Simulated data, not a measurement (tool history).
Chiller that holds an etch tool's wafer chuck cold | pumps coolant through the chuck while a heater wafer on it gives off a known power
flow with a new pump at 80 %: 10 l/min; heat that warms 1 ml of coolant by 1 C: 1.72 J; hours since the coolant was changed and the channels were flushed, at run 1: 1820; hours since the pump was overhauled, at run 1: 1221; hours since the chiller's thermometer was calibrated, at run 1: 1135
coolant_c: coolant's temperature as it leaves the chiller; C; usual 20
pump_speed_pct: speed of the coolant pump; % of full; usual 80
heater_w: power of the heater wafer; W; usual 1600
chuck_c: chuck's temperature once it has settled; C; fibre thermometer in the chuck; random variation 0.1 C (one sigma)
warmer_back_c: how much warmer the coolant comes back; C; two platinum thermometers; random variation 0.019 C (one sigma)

run,hour,coolant_c,pump_speed_pct,heater_w,hours since the coolant was changed and the channels were flushed,hours since the pump was overhauled,hours since the chiller's thermometer was calibrated,chuck_c,warmer_back_c
1,0,20,80,1600,1820,1221,1135,35.3,5.65
2,61.4,20,80,1600,1882,1283,1197,35.4,5.69
3,136.1,20,80,1600,1957,1357,1271,35.5,5.68
4,180,20,80,1600,2000,1401,1315,35.6,5.65
5,223.6,20,80,2372,2044,1445,1359,42.7,8.42
6,296.4,22,80,1600,2117,1518,1432,37.7,5.68
7,337.2,22,80,1600,2158,1559,1472,37.5,5.69
8,426.9,22,80,1600,2247,1648,1562,37.6,5.72
9,513.3,22,80,1600,2334,1735,1648,37.8,5.68
10,564.9,22,80,1600,2385,1786,1700,37.7,5.73
11,632.7,22,80,1600,2453,1854,1768,37.9,5.7
12,701,20,62,1600,2521,1922,1836,39,7.5
13,768.6,20,62,1600,2589,1990,1904,39.5,7.54
14,825.4,20,80,1284,2646,2047,1961,33.1,4.58
15,867.1,20,80,1461,2688,2088,2002,34.9,5.2
16,922.9,20,80,1461,2743,2144,2058,34.7,5.26
17,995.5,13,63,1404,2816,2217,2131,30.1,6.49
# hour 1029.3: chiller's thermometer calibrated
18,1083.9,28,80,1088,2903,2304,55,38.8,3.94
19,1151.5,28,71,2166,2971,2372,122,51.5,8.85
20,1232.9,28,71,2166,3052,2453,204,51.5,8.86
21,1305.8,20,62,1112,3125,2526,276,33.7,5.29
22,1345.6,16,80,1394,3165,2566,316,30.1,5
23,1432.5,20,76,1211,3252,2653,403,32.7,4.6
24,1515,20,76,1211,3335,2735,486,32.8,4.61
25,1567.7,16,74,1133,3387,2788,538,28.2,4.46
26,1646.7,13,88,1133,3466,2867,617,24,3.66
27,1699.8,13,88,1133,3519,2920,671,24,3.7
28,1788.7,17,81,2241,3608,3009,759,39.8,8.01
29,1837,22,81,1477,3657,3057,808,37.3,5.29
30,1894.1,26,65,1477,3714,3114,865,43.8,6.71
# hour 1921.3: coolant changed, channels flushed
31,1974.2,20,92,1470,53,3188,939,32.1,4.63

Forecast each of these 5 alternatives for the next run:
A,2052.9,20,85,1470,132,3267,1018,?,?
B,2052.9,13,92,1470,132,3267,1018,?,?
C,2052.9,12,80,1600,132,3267,1018,?,?
D,2052.9,27,92,1470,132,3267,1018,?,?
E,2052.9,12,72,1228,132,3267,1018,?,?

run,chuck_c,warmer_back_c
A,33.1,5.01
B,25.3,4.62
C,26.8,5.86
D,39.2,4.63
E,24.3,5.02
Without the tool's hidden state the same runs would have given:
run,chuck_c,warmer_back_c
A,32.3,4.79
B,24.6,4.42
C,25.9,5.6
D,38.4,4.43
E,23.5,4.8
